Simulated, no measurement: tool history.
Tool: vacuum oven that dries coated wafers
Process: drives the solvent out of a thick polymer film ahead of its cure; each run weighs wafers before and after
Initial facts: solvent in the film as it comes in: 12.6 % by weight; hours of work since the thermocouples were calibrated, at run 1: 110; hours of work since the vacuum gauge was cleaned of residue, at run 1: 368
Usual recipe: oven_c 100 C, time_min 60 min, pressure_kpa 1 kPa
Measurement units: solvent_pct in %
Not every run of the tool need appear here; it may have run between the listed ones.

run,hour,oven_c,time_min,pressure_kpa,hours of work since the thermocouples were calibrated,hours of work since the vacuum gauge was cleaned of residue,solvent_pct
1,0,100,60,1,110,368,2.11
2,47.2,100,55,1,147,404,2.3
3,119.3,93,60,1,204,461,3.39
4,174.2,100,60,1,247,504,2.19
5,250,100,60,1,306,563,2.12
6,288.1,100,60,1,336,593,2.23
7,334.2,100,60,1,372,629,2.2
8,405.7,100,60,1,428,685,2.16
9,479.9,100,60,1,486,743,2.17
10,557.1,100,60,1,547,804,2.19
11,616.9,100,60,1,593,851,2.24
12,666.2,107,42,3.12,632,889,3.99
13,746.4,100,48,1.55,695,952,3.3
# hour 785.1: oven's thermocouples calibrated
14,827.8,87,60,2.75,33,1014,8.41
15,862.1,87,60,0.9,60,1041,4.98
16,908.7,91,43,1,97,1078,5.01
17,965.3,105,59,2.37,141,1122,3.45
18,1033.1,105,59,1.87,194,1175,2.87
19,1083.9,105,59,1.87,234,1215,2.92
20,1131.6,100,82,2.23,271,1252,3.8
21,1197.4,100,54,1,323,1304,2.67

5 options for the next run, each taken on its own from the tool as it stands now. Forecast them:
A,1267.7,112,30,2.58,378,1359,?
B,1267.7,90,54,1.66,378,1359,?
C,1267.7,115,41,0.51,378,1359,?
D,1267.7,103,82,2.33,378,1359,?
E,1267.7,98,62,3.27,378,1359,?

run,solvent_pct
A,3.32
B,5.88
C,0.94
D,3.68
E,5.97
What these runs would have given with no unlogged condition in the tool:
run,solvent_pct
A,2.92
B,5.12
C,0.55
D,3.1
E,5.33
